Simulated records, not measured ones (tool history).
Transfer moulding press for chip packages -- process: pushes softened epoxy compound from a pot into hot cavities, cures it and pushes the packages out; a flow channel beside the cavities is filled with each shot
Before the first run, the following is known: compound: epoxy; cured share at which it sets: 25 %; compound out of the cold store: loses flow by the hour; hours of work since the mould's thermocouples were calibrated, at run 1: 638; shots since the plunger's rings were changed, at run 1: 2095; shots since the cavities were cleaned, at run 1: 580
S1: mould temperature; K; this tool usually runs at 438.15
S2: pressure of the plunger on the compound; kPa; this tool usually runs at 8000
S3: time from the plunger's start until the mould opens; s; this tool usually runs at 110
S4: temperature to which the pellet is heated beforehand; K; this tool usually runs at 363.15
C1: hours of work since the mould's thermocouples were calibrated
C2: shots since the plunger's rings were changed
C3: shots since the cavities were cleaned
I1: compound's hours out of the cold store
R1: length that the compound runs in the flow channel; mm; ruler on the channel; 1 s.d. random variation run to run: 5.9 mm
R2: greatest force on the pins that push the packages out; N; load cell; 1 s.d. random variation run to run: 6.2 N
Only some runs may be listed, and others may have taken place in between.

run   hour      S1    S2   S3      S4   C1    C2   C3    I1   R1   R2
  1    0.0  438.15  8000  110  363.15  638  2095  580  37.3  623  224
  2   22.0  438.15  8000  108  363.15  648  2263  748  36.8  615  236
      40.1  -- cavities cleaned with cleaning compound and waxed
  3   46.9  438.15  8000  106  363.15  660  2442   52  27.8  649  247
  4   77.2  438.15  8000  106  363.15  675  2674  284  29.5  644  259
  5   97.5  438.15  8000  110  363.15  685  2829  439  47.6  588  227
  6  119.7  438.15  8000  110  356.15  696  3000  610  43.3  593  223
     157.4  -- cavities cleaned with cleaning compound and waxed
  7  170.9  438.15  8000  110  356.15  720  3379  103   8.4  716  247
  8  208.7  438.15  8000  110  356.15  739  3669  393  26.6  648  243
  9  249.7  437.15  8000  110  363.15  759  3983  707  24.7  668  252
     272.9  -- cavities cleaned with cleaning compound and waxed
 10  284.8  444.15  8000  110  363.15  776  4240   92  10.8  686  185
 11  334.6  438.15  8000  110  361.15  800  4621  473  15.1  686  252
     378.1  -- mould's thermocouples calibrated
 12  378.1  438.15  8000  110  361.15    0  4938  790  46.9  596  225
     390.8  -- cavities cleaned with cleaning compound and waxed
     400.8  -- plunger's sealing rings changed
 13  429.5  438.15  8000  110  361.15   23   220  277  20.6  664  223
 14  477.8  438.15  8690  110  363.15   47   590  647  30.4  668  232
     510.5  -- cavities cleaned with cleaning compound and waxed
 15  514.7  434.15  8000  110  363.15   65   860   32  14.1  696  306
 16  564.8  445.15  8000  116  363.15   89  1244  416  29.3  626  190
 17  589.4  445.15  8000  116  363.15  102  1432  604  14.6  674  183
     626.3  -- cavities cleaned with cleaning compound and waxed
 18  639.8  445.15  6390  116  357.15  126  1806  103  13.2  595  177
 19  671.9  443.15  7680  116  357.15  142  2052  349  46.7  566  176
 20  692.7  430.15  6760   95  363.15  152  2211  508  38.9  584  555
 21  714.5  443.15  7160  100  361.15  163  2378  675  16.2  637  203
     741.3  -- cavities cleaned with cleaning compound and waxed
 22  760.9  431.15  6480   99  364.15  185  2722  150  44.1  564  482
 23  789.8  431.15  6190  103  364.15  199  2943  371  32.5  572  447
 24  812.6  431.15  6190  103  364.15  210  3118  546  43.8  536  466
 25  833.1  431.15  6190   94  361.15  220  3274  702  14.5  628  591
     857.1  -- cavities cleaned with cleaning compound and waxed
 26  857.4  432.15  8000  115  363.15  232  3449    2  20.2  692  350
 27  879.4  432.15  8000  115  363.15  242  3617  170  25.9  673  350

Branching from run 27: 5 alternative next runs. What would each branch give?
  A  925.7  435.15  7050  135  363.15  265  3971  524  11.9   ?   ?
  B  925.7  438.15  8000  103  355.15  265  3971  524  18.8   ?   ?
  C  925.7  432.15  7180   98  357.15  265  3971  524  43.0   ?   ?
  D  925.7  433.15  7200   93  363.15  265  3971  524  20.4   ?   ?
  E  925.7  432.15  8000   93  367.15  265  3971  524  13.6   ?   ?

run   R1   R2
  A  653  204
  B  673  268
  C  592  464
  D  658  511
  E  703  551
Without the tool's hidden state the same runs would have given:
run   R1   R2
  A  654  201
  B  674  265
  C  593  458
  D  658  505
  E  704  544
